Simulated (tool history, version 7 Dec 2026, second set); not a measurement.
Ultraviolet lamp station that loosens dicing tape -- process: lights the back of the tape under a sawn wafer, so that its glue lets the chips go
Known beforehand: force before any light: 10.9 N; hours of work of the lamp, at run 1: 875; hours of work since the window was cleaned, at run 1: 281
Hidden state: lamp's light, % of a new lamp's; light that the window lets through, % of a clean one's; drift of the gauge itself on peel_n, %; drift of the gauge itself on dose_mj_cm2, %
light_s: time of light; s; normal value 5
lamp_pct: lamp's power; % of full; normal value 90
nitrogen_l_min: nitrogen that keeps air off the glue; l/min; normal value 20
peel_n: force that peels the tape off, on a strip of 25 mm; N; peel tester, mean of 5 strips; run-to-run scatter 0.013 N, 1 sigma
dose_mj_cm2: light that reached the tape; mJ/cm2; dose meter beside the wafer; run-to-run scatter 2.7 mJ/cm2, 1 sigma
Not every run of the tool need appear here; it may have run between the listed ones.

| run | hour | light_s | lamp_pct | nitrogen_l_min | hours of work of the lamp | hours of work since the window was cleaned | peel_n | dose_mj_cm2 |
|---|---|---|---|---|---|---|---|---|
| 1 | 0 | 5 | 90 | 20 | 875 | 281 | 1.136 | 274 |
| 2 | 44.4 | 5 | 100 | 20 | 893 | 299 | 0.901 | 303 |
| 3 | 97.7 | 5 | 100 | 20 | 914 | 321 | 0.922 | 305 |
| 4 | 143.5 | 5 | 100 | 20 | 933 | 339 | 0.951 | 298 |
| 5 | 206.3 | 5 | 90 | 20 | 958 | 365 | 1.246 | 264 |
| 6 | 246.6 | 5 | 90 | 20 | 974 | 381 | 1.262 | 263 |
| 7 | 295.7 | 5 | 90 | 20 | 994 | 401 | 1.264 | 261 |
| 8 | 337.6 | 5 | 90 | 20 | 1011 | 418 | 1.283 | 258 |
|  | 373.8 | window cleaned of glue's vapour |
| 9 | 400.1 | 5 | 90 | 20 | 1036 | 11 | 1.136 | 274 |
| 10 | 482 | 3 | 90 | 20 | 1069 | 44 | 2.837 | 159 |
| 11 | 533.5 | 3 | 90 | 20 | 1090 | 65 | 2.763 | 159 |
| 12 | 589.3 | 5 | 63 | 20 | 1113 | 87 | 2.273 | 186 |
| 13 | 639.2 | 5 | 63 | 20 | 1133 | 107 | 2.323 | 188 |
| 14 | 710 | 5 | 63 | 20 | 1161 | 136 | 2.41 | 185 |
| 15 | 759.3 | 5 | 63 | 20 | 1181 | 156 | 2.369 | 181 |
|  | 797.5 | lamp changed |
| 16 | 800.7 | 5 | 63 | 20 | 1 | 172 | 1.436 | 236 |
| 17 | 866.5 | 5 | 90 | 20 | 28 | 199 | 0.64 | 339 |
| 18 | 951.8 | 5 | 90 | 20 | 62 | 233 | 0.686 | 335 |
| 19 | 1020.2 | 5 | 84 | 20 | 90 | 261 | 0.875 | 314 |
| 20 | 1064.6 | 5 | 84 | 20 | 108 | 279 | 0.831 | 306 |
| 21 | 1127 | 5 | 84 | 20 | 133 | 304 | 0.902 | 307 |
| 22 | 1171.4 | 5 | 90 | 12 | 151 | 322 | 1.203 | 324 |
| 23 | 1211 | 5 | 65 | 20 | 167 | 338 | 1.555 | 232 |
| 24 | 1264.5 | 7 | 74 | 20 | 189 | 360 | 0.545 | 367 |
| 25 | 1348.8 | 7 | 74 | 20 | 223 | 394 | 0.582 | 364 |
| 26 | 1423.3 | 5 | 62 | 25 | 253 | 424 | 1.602 | 218 |
|  | 1445.4 | window cleaned of glue's vapour |
| 27 | 1469.6 | 8 | 87 | 18 | 271 | 10 | 0.236 | 519 |
| 28 | 1530.6 | 8 | 87 | 18 | 296 | 34 | 0.234 | 508 |
| 29 | 1605.7 | 8 | 87 | 18 | 326 | 65 | 0.241 | 505 |
| 30 | 1695.6 | 4 | 90 | 20 | 363 | 101 | 1.338 | 257 |
| 31 | 1747.9 | 4 | 90 | 20 | 384 | 122 | 1.359 | 257 |
| 32 | 1811.6 | 5 | 90 | 12 | 410 | 148 | 1.275 | 312 |
| 33 | 1859 | 5 | 90 | 8 | 429 | 167 | 1.731 | 313 |
| 34 | 1917.3 | 2 | 90 | 14 | 452 | 191 | 4.275 | 125 |
| 35 | 1983.8 | 4 | 64 | 20 | 479 | 218 | 2.533 | 173 |
| 36 | 2048.5 | 4 | 62 | 17 | 505 | 244 | 2.995 | 168 |
| 37 | 2138.1 | 9 | 65 | 20 | 542 | 280 | 0.488 | 387 |
| 38 | 2207 | 5 | 90 | 11 | 569 | 308 | 1.535 | 302 |
| 39 | 2246.4 | 8 | 70 | 6 | 585 | 324 | 1.618 | 366 |
| 40 | 2306.3 | 8 | 70 | 6 | 610 | 348 | 1.677 | 362 |
| 41 | 2364.4 | 5 | 94 | 8 | 633 | 371 | 1.849 | 299 |
| 42 | 2410.8 | 5 | 94 | 8 | 652 | 390 | 1.85 | 299 |
| 43 | 2469.5 | 5 | 94 | 8 | 676 | 414 | 1.907 | 298 |
| 44 | 2510.8 | 2 | 61 | 31 | 692 | 431 | 5.165 | 76 |

Each row is a separate what-if for the run after 44, all from the same tool condition, not one after another. Results?
|  | 2518.3 | window cleaned of glue's vapour |
| A | 2595.1 | 4 | 61 | 9 | 726 | 31 | ? | ? |
|  | 2518.3 | window cleaned of glue's vapour |
| B | 2595.1 | 2 | 72 | 31 | 726 | 31 | ? | ? |
|  | 2518.3 | window cleaned of glue's vapour |
| C | 2595.1 | 9 | 87 | 8 | 726 | 31 | ? | ? |

| run | peel_n | dose_mj_cm2 |
|---|---|---|
| A | 4.03 | 160 |
| B | 4.276 | 98 |
| C | 0.567 | 515 |
With no hidden state in the tool, these same runs would have given:
| run | peel_n | dose_mj_cm2 |
|---|---|---|
| A | 3.255 | 195 |
| B | 3.508 | 119 |
| C | 0.326 | 626 |
